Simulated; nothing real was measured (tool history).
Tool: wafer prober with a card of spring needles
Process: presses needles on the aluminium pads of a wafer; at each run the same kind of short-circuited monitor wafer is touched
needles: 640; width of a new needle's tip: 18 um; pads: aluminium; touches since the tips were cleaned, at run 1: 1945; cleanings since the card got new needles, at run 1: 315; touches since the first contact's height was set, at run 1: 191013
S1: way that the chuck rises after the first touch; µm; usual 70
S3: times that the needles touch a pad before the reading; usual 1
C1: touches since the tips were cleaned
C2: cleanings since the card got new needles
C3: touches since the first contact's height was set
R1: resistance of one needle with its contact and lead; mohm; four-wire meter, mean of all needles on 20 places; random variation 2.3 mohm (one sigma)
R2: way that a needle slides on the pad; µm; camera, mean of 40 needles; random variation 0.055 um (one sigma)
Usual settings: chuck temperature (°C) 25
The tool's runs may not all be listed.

run 1 hour=0.0 | S1=70 chuck_temperature_(°C)=25 S3=1 | C1=1945 C2=315 C3=191013 | R1=338 R2=18.13
-- hour=1.4 tips cleaned on abrasive film
-- hour=6.7 tips cleaned on abrasive film
-- hour=12.0 tips cleaned on abrasive film
-- hour=18.7 tips cleaned on abrasive film
-- hour=25.3 tips cleaned on abrasive film
-- hour=31.9 tips cleaned on abrasive film
-- hour=37.2 tips cleaned on abrasive film
-- hour=43.8 tips cleaned on abrasive film
-- hour=50.0 tips cleaned on abrasive film
run 2 hour=50.0 | S1=70 chuck_temperature_(°C)=25 S3=1 | C1=0 C2=324 C3=214284 | R1=274 R2=18.09
-- hour=56.6 tips cleaned on abrasive film
-- hour=62.0 tips cleaned on abrasive film
-- hour=68.6 tips cleaned on abrasive film
-- hour=75.2 tips cleaned on abrasive film
-- hour=81.8 tips cleaned on abrasive film
run 3 hour=85.1 | S1=70 chuck_temperature_(°C)=25 S3=1 | C1=1573 C2=329 C3=230685 | R1=326 R2=17.81
-- hour=87.8 tips cleaned on abrasive film
-- hour=93.2 tips cleaned on abrasive film
-- hour=99.8 tips cleaned on abrasive film
-- hour=106.4 tips cleaned on abrasive film
-- hour=110.6 height of the first contact set anew
-- hour=112.0 tips cleaned on abrasive film
-- hour=118.6 tips cleaned on abrasive film
run 4 hour=122.7 | S1=70 chuck_temperature_(°C)=25 S3=1 | C1=1907 C2=335 C3=5615 | R1=338 R2=18.85
-- hour=124.1 tips cleaned on abrasive film
-- hour=130.7 tips cleaned on abrasive film
-- hour=137.3 tips cleaned on abrasive film
-- hour=143.9 tips cleaned on abrasive film
run 5 hour=148.2 | S1=70 chuck_temperature_(°C)=25 S3=1 | C1=2002 C2=339 C3=17506 | R1=335 R2=18.93
-- hour=149.6 tips cleaned on abrasive film
-- hour=154.9 tips cleaned on abrasive film
-- hour=160.2 tips cleaned on abrasive film
-- hour=165.5 tips cleaned on abrasive film
-- hour=172.0 tips cleaned on abrasive film
run 6 hour=172.0 | S1=70 chuck_temperature_(°C)=25 S3=1 | C1=0 C2=344 C3=28542 | R1=267 R2=18.86
-- hour=177.3 tips cleaned on abrasive film
-- hour=183.9 tips cleaned on abrasive film
-- hour=189.2 tips cleaned on abrasive film
-- hour=194.5 tips cleaned on abrasive film
-- hour=201.2 tips cleaned on abrasive film
-- hour=206.5 tips cleaned on abrasive film
run 7 hour=209.2 | S1=61 chuck_temperature_(°C)=25 S3=1 | C1=1310 C2=350 C3=45917 | R1=338 R2=16.18
-- hour=212.0 tips cleaned on abrasive film
-- hour=217.3 tips cleaned on abrasive film
-- hour=223.9 tips cleaned on abrasive film
-- hour=229.2 tips cleaned on abrasive film
-- hour=235.8 tips cleaned on abrasive film
-- hour=242.5 tips cleaned on abrasive film
-- hour=247.8 tips cleaned on abrasive film
run 8 hour=247.9 | S1=61 chuck_temperature_(°C)=25 S3=1 | C1=67 C2=357 C3=63907 | R1=273 R2=16.28
-- hour=253.2 tips cleaned on abrasive film
-- hour=259.9 tips cleaned on abrasive film
-- hour=266.5 tips cleaned on abrasive film
-- hour=273.1 tips cleaned on abrasive film
-- hour=278.4 tips cleaned on abrasive film
-- hour=285.0 tips cleaned on abrasive film
run 9 hour=287.6 | S1=61 chuck_temperature_(°C)=25 S3=1 | C1=1235 C2=363 C3=82443 | R1=334 R2=16.10
-- hour=291.7 tips cleaned on abrasive film
-- hour=297.0 tips cleaned on abrasive film
-- hour=303.6 tips cleaned on abrasive film
-- hour=310.2 tips cleaned on abrasive film
-- hour=316.8 tips cleaned on abrasive film
run 10 hour=319.4 | S1=61 chuck_temperature_(°C)=25 S3=1 | C1=1223 C2=368 C3=97260 | R1=339 R2=16.02
-- hour=323.4 tips cleaned on abrasive film
-- hour=328.7 tips cleaned on abrasive film
-- hour=335.4 tips cleaned on abrasive film
-- hour=340.7 tips cleaned on abrasive film
-- hour=347.3 tips cleaned on abrasive film
-- hour=352.6 tips cleaned on abrasive film
-- hour=359.2 tips cleaned on abrasive film
run 11 hour=363.5 | S1=61 chuck_temperature_(°C)=25 S3=1 | C1=2035 C2=375 C3=117832 | R1=386 R2=15.93
-- hour=364.9 tips cleaned on abrasive film
-- hour=370.3 tips cleaned on abrasive film
-- hour=376.9 tips cleaned on abrasive film
-- hour=383.5 tips cleaned on abrasive film
-- hour=390.1 tips cleaned on abrasive film
-- hour=396.7 tips cleaned on abrasive film
-- hour=403.4 tips cleaned on abrasive film
run 12 hour=404.9 | S1=61 chuck_temperature_(°C)=27 S3=1 | C1=723 C2=382 C3=137090 | R1=323 R2=15.86
-- hour=408.9 tips cleaned on abrasive film
-- hour=414.2 tips cleaned on abrasive film
-- hour=420.8 tips cleaned on abrasive film
-- hour=427.5 tips cleaned on abrasive film
-- hour=432.8 tips cleaned on abrasive film
-- hour=439.4 tips cleaned on abrasive film
-- hour=444.7 tips cleaned on abrasive film
-- hour=451.3 tips cleaned on abrasive film
run 13 hour=453.5 | S1=74 chuck_temperature_(°C)=42 S3=1 | C1=1045 C2=390 C3=159759 | R1=314 R2=19.21
-- hour=457.6 tips cleaned on abrasive film
-- hour=464.2 tips cleaned on abrasive film
-- hour=470.8 tips cleaned on abrasive film
-- hour=476.1 tips cleaned on abrasive film
-- hour=482.7 tips cleaned on abrasive film
run 14 hour=483.0 | S1=72 chuck_temperature_(°C)=47 S3=3 | C1=136 C2=395 C3=173489 | R1=275 R2=18.64
-- hour=488.3 tips cleaned on abrasive film
-- hour=493.7 tips cleaned on abrasive film
-- hour=500.3 tips cleaned on abrasive film
-- hour=512.3 card fitted with new needles
-- hour=518.9 tips cleaned on abrasive film
run 15 hour=523.0 | S1=72 chuck_temperature_(°C)=47 S3=3 | C1=1921 C2=1 C3=5010 | R1=284 R2=19.48
-- hour=524.4 tips cleaned on abrasive film
-- hour=531.0 tips cleaned on abrasive film
-- hour=536.3 tips cleaned on abrasive film
-- hour=542.9 tips cleaned on abrasive film
-- hour=549.5 tips cleaned on abrasive film
-- hour=554.9 tips cleaned on abrasive film
-- hour=561.5 tips cleaned on abrasive film
-- hour=566.8 tips cleaned on abrasive film
-- hour=572.1 tips cleaned on abrasive film
run 16 hour=573.3 | S1=84 chuck_temperature_(°C)=39 S3=2 | C1=580 C2=10 C3=28452 | R1=271 R2=22.56
-- hour=578.7 tips cleaned on abrasive film
-- hour=585.3 tips cleaned on abrasive film
-- hour=591.9 tips cleaned on abrasive film
-- hour=598.5 tips cleaned on abrasive film
run 17 hour=599.6 | S1=84 chuck_temperature_(°C)=39 S3=2 | C1=512 C2=14 C3=40703 | R1=270 R2=22.59
-- hour=604.9 tips cleaned on abrasive film
-- hour=610.2 tips cleaned on abrasive film
-- hour=615.5 tips cleaned on abrasive film
-- hour=622.2 tips cleaned on abrasive film
-- hour=628.8 tips cleaned on abrasive film
-- hour=635.4 tips cleaned on abrasive film
-- hour=642.0 tips cleaned on abrasive film
run 18 hour=644.2 | S1=84 chuck_temperature_(°C)=39 S3=1 | C1=1026 C2=21 C3=61501 | R1=278 R2=22.46
-- hour=648.2 tips cleaned on abrasive film
-- hour=654.8 tips cleaned on abrasive film
-- hour=661.5 tips cleaned on abrasive film
-- hour=668.1 tips cleaned on abrasive film
-- hour=673.4 tips cleaned on abrasive film
-- hour=680.0 tips cleaned on abrasive film
-- hour=686.6 tips cleaned on abrasive film
-- hour=693.3 tips cleaned on abrasive film
run 19 hour=695.3 | S1=54 chuck_temperature_(°C)=46 S3=1 | C1=973 C2=29 C3=85335 | R1=314 R2=14.24
-- hour=699.3 tips cleaned on abrasive film
-- hour=704.6 tips cleaned on abrasive film
-- hour=711.3 tips cleaned on abrasive film
-- hour=716.6 tips cleaned on abrasive film
-- hour=721.9 tips cleaned on abrasive film
run 20 hour=722.4 | S1=53 chuck_temperature_(°C)=91 S3=2 | C1=242 C2=34 C3=97936 | R1=296 R2=13.83
-- hour=727.7 tips cleaned on abrasive film
-- hour=733.0 tips cleaned on abrasive film
-- hour=739.7 tips cleaned on abrasive film
-- hour=745.0 tips cleaned on abrasive film
-- hour=751.6 tips cleaned on abrasive film
-- hour=758.2 tips cleaned on abrasive film
-- hour=763.5 tips cleaned on abrasive film
run 21 hour=767.9 | S1=73 chuck_temperature_(°C)=84 S3=3 | C1=2052 C2=41 C3=119142 | R1=292 R2=19.15
-- hour=769.3 tips cleaned on abrasive film
-- hour=775.9 tips cleaned on abrasive film
-- hour=781.2 tips cleaned on abrasive film
-- hour=787.8 tips cleaned on abrasive film
-- hour=794.5 tips cleaned on abrasive film
-- hour=801.1 tips cleaned on abrasive film
-- hour=806.4 tips cleaned on abrasive film
-- hour=813.0 tips cleaned on abrasive film
-- hour=819.1 tips cleaned on abrasive film
run 22 hour=819.1 | S1=73 chuck_temperature_(°C)=84 S3=3 | C1=0 C2=50 C3=142973 | R1=281 R2=19.04

3 ways to go on from here, each from the tool as it stands after run 22. What would each give?
-- hour=825.7 tips cleaned on abrasive film
-- hour=831.0 tips cleaned on abrasive film
-- hour=837.6 tips cleaned on abrasive film
-- hour=844.3 tips cleaned on abrasive film
run A hour=846.3 | S1=69 chuck_temperature_(°C)=121 S3=3 | C1=974 C2=54 C3=155685 | R1=? R2=?
-- hour=825.7 tips cleaned on abrasive film
-- hour=831.0 tips cleaned on abrasive film
-- hour=837.6 tips cleaned on abrasive film
-- hour=844.3 tips cleaned on abrasive film
run B hour=846.3 | S1=58 chuck_temperature_(°C)=84 S3=2 | C1=974 C2=54 C3=155685 | R1=? R2=?
-- hour=825.7 tips cleaned on abrasive film
-- hour=831.0 tips cleaned on abrasive film
-- hour=837.6 tips cleaned on abrasive film
-- hour=844.3 tips cleaned on abrasive film
run C hour=846.3 | S1=70 chuck_temperature_(°C)=25 S3=1 | C1=974 C2=54 C3=155685 | R1=? R2=?

run=A R1=300 R2=17.91
run=B R1=311 R2=14.91
run=C R1=304 R2=18.28
Without the tool's hidden state the same runs would have given:
run=A R1=287 R2=18.68
run=B R1=282 R2=15.68
run=C R1=267 R2=19.05

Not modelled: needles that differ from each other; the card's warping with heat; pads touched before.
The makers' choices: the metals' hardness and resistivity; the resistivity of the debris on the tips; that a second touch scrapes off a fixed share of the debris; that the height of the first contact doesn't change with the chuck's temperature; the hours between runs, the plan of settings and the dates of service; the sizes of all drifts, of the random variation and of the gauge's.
